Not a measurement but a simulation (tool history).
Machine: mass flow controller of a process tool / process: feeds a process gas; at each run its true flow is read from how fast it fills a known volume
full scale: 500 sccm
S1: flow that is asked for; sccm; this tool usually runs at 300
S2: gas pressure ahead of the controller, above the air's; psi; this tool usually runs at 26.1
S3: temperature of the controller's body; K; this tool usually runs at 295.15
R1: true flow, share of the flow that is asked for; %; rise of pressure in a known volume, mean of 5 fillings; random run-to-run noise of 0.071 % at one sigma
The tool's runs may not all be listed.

run	hour	S1	S2	S3	R1
1	0.0	300	26.1	295.15	99.51
2	94.8	300	26.1	295.15	99.74
3	209.2	300	26.1	306.15	98.61
4	307.5	300	26.1	295.15	99.93
5	398.6	300	26.1	295.15	99.94
6	478.5	300	26.1	295.15	100.00
7	524.6	300	26.1	295.15	100.01
8	617.5	300	29.6	294.15	100.32
9	670.3	161	26.1	295.15	99.82
10	748.7	76	21.9	304.15	98.60
11	846.1	76	21.9	304.15	98.71

A few steps of R1 between consecutive runs. Split each: what settings, incoming material and random variation would produce without the hidden state, and what is left over for the hidden state, along with gauge scatter present in only one of the two compared results (measured, and without hidden state):
Hidden state at play: flow at rest that the sensor doesn't see, % of full scale; true flow over the shown one, %; drift of the gauge itself on true_pct, %.
Run 2 -> 3: S3 295.15 -> 306.15. R1 -1.13 %: hidden state +0.08, all else -1.21.
Run 3 -> 4: S3 306.15 -> 295.15. R1 +1.32 %: hidden state +0.07, all else +1.25.
